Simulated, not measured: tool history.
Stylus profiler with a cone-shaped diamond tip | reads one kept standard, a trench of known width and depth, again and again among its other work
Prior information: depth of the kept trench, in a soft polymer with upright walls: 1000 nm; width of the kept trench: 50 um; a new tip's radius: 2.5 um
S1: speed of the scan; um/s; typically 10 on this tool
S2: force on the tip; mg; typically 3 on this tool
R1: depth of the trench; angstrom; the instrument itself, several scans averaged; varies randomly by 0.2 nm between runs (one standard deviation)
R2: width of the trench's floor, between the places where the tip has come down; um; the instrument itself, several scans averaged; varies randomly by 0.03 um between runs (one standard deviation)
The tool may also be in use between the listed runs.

run   hour  S1    S2       R1     R2
  1      0  10     3    10085     46
  2   11.4   3     3  10082.4  45.95
  3     21   2     3    10082  46.01
  4   34.6  10  5.09  10118.8  45.97
  5   49.2  10  5.09  10119.6  45.99
  6     71  10  5.09  10117.9  45.96
  7   91.1  10  1.74  10055.8   45.9
  8  104.4  10  8.38  10168.1  46.01
  9    121  10  8.38  10166.9  45.98
 10  144.1  21  7.95  10161.6  45.93
 11  160.3  21  7.95  10164.5  45.89
 12  170.4  16  2.05  10064.7  45.96
 13  187.2  16  2.05    10067  45.92
 14  210.5   4  2.05  10064.9  45.96

Consider 4 possible next runs. They are alternatives, not a sequence: every one starts from the tool as it was left by run 14. What does each give?
  A  226.5   3  2.33   ?   ?
  B  226.5   4  2.35   ?   ?
  C  226.5   4  2.89   ?   ?
  D  226.5   2  4.62   ?   ?

run       R1     R2
  A    10070  45.93
  B  10070.6  45.99
  C  10083.5  45.92
  D  10111.7  45.95
Without the tool's unlogged condition, the same runs would have read:
run       R1     R2
  A  10070.3  45.95
  B    10071  46.01
  C  10083.8  45.94
  D    10112  45.97

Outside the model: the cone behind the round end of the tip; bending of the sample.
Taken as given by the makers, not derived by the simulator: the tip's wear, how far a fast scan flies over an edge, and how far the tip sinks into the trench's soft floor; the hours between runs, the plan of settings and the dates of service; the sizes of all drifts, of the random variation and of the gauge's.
